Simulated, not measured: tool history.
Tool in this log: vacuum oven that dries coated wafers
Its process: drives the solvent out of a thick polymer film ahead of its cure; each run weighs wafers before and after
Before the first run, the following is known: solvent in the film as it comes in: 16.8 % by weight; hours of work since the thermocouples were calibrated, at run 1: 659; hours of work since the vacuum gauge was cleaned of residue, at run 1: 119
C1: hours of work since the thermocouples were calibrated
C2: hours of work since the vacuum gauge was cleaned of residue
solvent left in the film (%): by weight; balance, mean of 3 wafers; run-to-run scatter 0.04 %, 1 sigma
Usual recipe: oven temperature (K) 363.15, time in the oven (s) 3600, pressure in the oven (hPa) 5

Run 1, day 0: usual settings; C1 659; C2 119. Result: solvent left in the film (%) 3.89.
Run 2, day 0.625: usual settings; C1 669; C2 130. Result: solvent left in the film (%) 3.92.
Run 3, day 1.025: usual settings; C1 675; C2 136. Result: solvent left in the film (%) 3.9.
Run 4, day 1.4: usual settings; C1 682; C2 142. Result: solvent left in the film (%) 3.9.
Run 5, day 1.712: usual settings; C1 687; C2 147. Result: solvent left in the film (%) 3.85.
Run 6, day 2.262: usual settings; C1 696; C2 156. Result: solvent left in the film (%) 3.9.
Run 7, day 2.775: usual settings; C1 704; C2 165. Result: solvent left in the film (%) 3.83.
Run 8, day 3.354: usual settings but oven temperature (K) 364.15; C1 714; C2 174. Result: solvent left in the film (%) 3.49.
Run 9, day 3.667: usual settings but oven temperature (K) 359.15; C1 719; C2 179. Result: solvent left in the film (%) 5.3.
Run 10, day 4.171: usual settings but oven temperature (K) 359.15; C1 727; C2 188. Result: solvent left in the film (%) 5.26.
Run 11, day 4.496: usual settings but oven temperature (K) 359.15; C1 732; C2 193. Result: solvent left in the film (%) 5.24.
At day 4.612: vacuum gauge cleaned of residue and calibrated.
Run 12, day 4.871: usual settings but oven temperature (K) 359.15; C1 737; C2 4. Result: solvent left in the film (%) 5.26.
Run 13, day 5.133: usual settings but pressure in the oven (hPa) 6.33; C1 742; C2 9. Result: solvent left in the film (%) 3.91.
Run 14, day 5.642: usual settings but pressure in the oven (hPa) 6.33; C1 750; C2 17. Result: solvent left in the film (%) 3.89.
Run 15, day 6.1: usual settings; C1 757; C2 24. Result: solvent left in the film (%) 3.92.
Run 16, day 6.583: usual settings; C1 765; C2 32. Result: solvent left in the film (%) 3.82.
Run 17, day 6.996: usual settings; C1 772; C2 39. Result: solvent left in the film (%) 3.85.
Run 18, day 7.438: usual settings; C1 779; C2 46. Result: solvent left in the film (%) 3.78.
At day 7.867: vacuum gauge cleaned of residue and calibrated, once more.
Run 19, day 7.917: usual settings; C1 786; C2 1. Result: solvent left in the film (%) 3.87.
Run 20, day 8.338: usual settings but pressure in the oven (hPa) 8.11; C1 793; C2 8. Result: solvent left in the film (%) 4.01.
Run 21, day 8.654: usual settings but pressure in the oven (hPa) 8.11; C1 798; C2 13. Result: solvent left in the film (%) 3.92.

Expected results for the next run?
Run 22, day 9.004: usual settings but time in the oven (s) 2220, pressure in the oven (hPa) 17.98; C1 804; C2 19. Result: solvent left in the film (%) ?.

solvent left in the film (%): 6.63
If the tool had no hidden condition, the same run with the same run-to-run variation would have returned solvent left in the film (%) 6.94.

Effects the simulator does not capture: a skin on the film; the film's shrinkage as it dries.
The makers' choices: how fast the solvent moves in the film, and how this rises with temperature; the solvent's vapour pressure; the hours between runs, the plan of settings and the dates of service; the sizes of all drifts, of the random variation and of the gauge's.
